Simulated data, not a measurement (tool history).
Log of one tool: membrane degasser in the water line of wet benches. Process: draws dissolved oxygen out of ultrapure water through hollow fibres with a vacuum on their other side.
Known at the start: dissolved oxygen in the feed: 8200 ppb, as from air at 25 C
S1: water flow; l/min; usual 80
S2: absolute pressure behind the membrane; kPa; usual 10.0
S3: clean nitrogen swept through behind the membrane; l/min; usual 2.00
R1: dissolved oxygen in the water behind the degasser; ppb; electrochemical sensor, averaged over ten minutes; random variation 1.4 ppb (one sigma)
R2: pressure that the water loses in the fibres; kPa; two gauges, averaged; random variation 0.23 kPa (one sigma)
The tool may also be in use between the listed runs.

Run 1, day 0.000: usual settings. Result: R1 543.7 ppb, R2 60.11 kPa.
Run 2, day 2.100: usual settings. Result: R1 541.8 ppb, R2 59.91 kPa.
Run 3, day 4.042: usual settings. Result: R1 545.9 ppb, R2 59.97 kPa.
Run 4, day 5.488: usual settings. Result: R1 542.1 ppb, R2 60.38 kPa.
Run 5, day 6.408: usual settings. Result: R1 546.4 ppb, R2 60.39 kPa.
Run 6, day 7.625: usual settings. Result: R1 546.4 ppb, R2 60.35 kPa.
Run 7, day 9.579: usual settings. Result: R1 548.1 ppb, R2 60.47 kPa.
Run 8, day 11.346: usual settings. Result: R1 545.3 ppb, R2 60.25 kPa.
Run 9, day 13.500: usual settings. Result: R1 548.9 ppb, R2 60.10 kPa.
Run 10, day 15.154: usual settings but S1 61 l/min. Result: R1 438.6 ppb, R2 45.69 kPa.
Run 11, day 16.754: usual settings but S1 61 l/min. Result: R1 438.1 ppb, R2 45.73 kPa.
Run 12, day 18.262: usual settings but S1 61 l/min. Result: R1 436.7 ppb, R2 45.88 kPa.
Run 13, day 19.250: usual settings but S1 61 l/min. Result: R1 439.1 ppb, R2 45.99 kPa.
Run 14, day 21.275: usual settings but S1 61 l/min. Result: R1 419.8 ppb, R2 45.77 kPa.
Run 15, day 23.412: usual settings but S3 5.32 l/min. Result: R1 236.3 ppb, R2 60.23 kPa.
Run 16, day 25.017: usual settings but S3 5.32 l/min. Result: R1 236.5 ppb, R2 60.16 kPa.
Run 17, day 26.150: usual settings but S1 49 l/min, S2 8.8 kPa, S3 1.21 l/min. Result: R1 436.0 ppb, R2 37.04 kPa.
Run 18, day 27.554: usual settings but S2 22.3 kPa, S3 1.60 l/min. Result: R1 1554.5 ppb, R2 60.10 kPa.
Run 19, day 29.192: usual settings but S1 67 l/min, S2 6.5 kPa, S3 3.73 l/min. Result: R1 135.3 ppb, R2 50.54 kPa.
Run 20, day 30.292: usual settings but S1 67 l/min, S2 6.5 kPa, S3 3.73 l/min. Result: R1 135.9 ppb, R2 50.96 kPa.
Run 21, day 32.067: usual settings but S1 60 l/min, S3 1.47 l/min. Result: R1 525.2 ppb, R2 45.36 kPa.
Run 22, day 33.529: usual settings but S1 60 l/min, S3 1.47 l/min. Result: R1 530.5 ppb, R2 45.42 kPa.
Run 23, day 34.604: usual settings but S1 64 l/min, S2 8.0 kPa, S3 4.24 l/min. Result: R1 166.2 ppb, R2 48.48 kPa.
Run 24, day 36.529: usual settings but S3 3.69 l/min. Result: R1 323.1 ppb, R2 60.62 kPa.
Run 25, day 38.354: usual settings but S1 70 l/min, S2 9.3 kPa, S3 0.90 l/min. Result: R1 750.9 ppb, R2 53.24 kPa.
Run 26, day 40.388: usual settings but S1 70 l/min, S2 12.9 kPa, S3 1.98 l/min. Result: R1 664.0 ppb, R2 53.10 kPa.
Run 27, day 42.038: usual settings but S1 96 l/min. Result: R1 612.6 ppb, R2 72.80 kPa.
Run 28, day 44.262: usual settings but S1 109 l/min, S2 14.1 kPa, S3 2.36 l/min. Result: R1 920.9 ppb, R2 82.23 kPa.
Run 29, day 45.725: usual settings but S1 96 l/min, S2 14.1 kPa, S3 2.36 l/min. Result: R1 836.8 ppb, R2 72.39 kPa.
Run 30, day 47.308: usual settings but S1 96 l/min, S2 14.1 kPa, S3 2.36 l/min. Result: R1 829.9 ppb, R2 72.80 kPa.
Run 31, day 48.604: usual settings but S2 13.8 kPa, S3 4.14 l/min. Result: R1 443.6 ppb, R2 59.95 kPa.

Not shown: 1 entry that the log had between the listed runs. Between which runs, and how does the tool's hidden state differ before and after?
Between runs 13 and 14: vacuum gauge calibrated (day 19.812)
  membrane still open, %: 99.2 -> 99.1; true pressure behind the membrane over the reading, kPa: 0.31 -> 0.01; air that leaks in behind the membrane, l/min: 0.0028 -> 0.0029
  measured less the result without the state, R1: +18.4 -> +0.7 ppb; R2: +0.39 -> +0.40 kPa
